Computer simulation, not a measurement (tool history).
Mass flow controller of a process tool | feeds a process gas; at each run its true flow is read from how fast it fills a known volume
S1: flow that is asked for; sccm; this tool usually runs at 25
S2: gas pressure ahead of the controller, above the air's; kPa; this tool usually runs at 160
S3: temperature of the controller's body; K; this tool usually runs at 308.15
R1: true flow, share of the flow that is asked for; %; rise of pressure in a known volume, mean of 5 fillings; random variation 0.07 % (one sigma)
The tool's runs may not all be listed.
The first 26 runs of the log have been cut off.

| run | hour | S1 | S2 | S3 | R1 |
|---|---|---|---|---|---|
| 27 | 3339.6 | 25 | 193 | 308.15 | 100.02 |
| 28 | 3436.8 | 6 | 256 | 294.15 | 103.83 |
| 29 | 3583.1 | 40 | 256 | 298.15 | 101.61 |
| 30 | 3726.8 | 48 | 204 | 300.15 | 101.69 |
| 31 | 3876.8 | 6 | 192 | 308.15 | 102.65 |
| 32 | 4018.9 | 37 | 192 | 301.15 | 101.21 |
| 33 | 4172.2 | 37 | 192 | 301.15 | 101.21 |
| 34 | 4310.8 | 39 | 203 | 295.15 | 101.91 |
| 35 | 4422.9 | 39 | 203 | 295.15 | 101.84 |
| 36 | 4550.2 | 6 | 141 | 300.15 | 103.86 |
| 37 | 4720.9 | 9 | 160 | 308.15 | 101.64 |
| 38 | 4851.8 | 21 | 159 | 303.15 | 100.76 |
| 39 | 4958.3 | 23 | 150 | 302.15 | 100.89 |

The next listed run, before its measurement:
| 40 | 5091.7 | 25 | 166 | 299.15 | ? |

R1: 101.3 %
Had the tool carried no hidden state, the very same run would have given R1 98.32 %.

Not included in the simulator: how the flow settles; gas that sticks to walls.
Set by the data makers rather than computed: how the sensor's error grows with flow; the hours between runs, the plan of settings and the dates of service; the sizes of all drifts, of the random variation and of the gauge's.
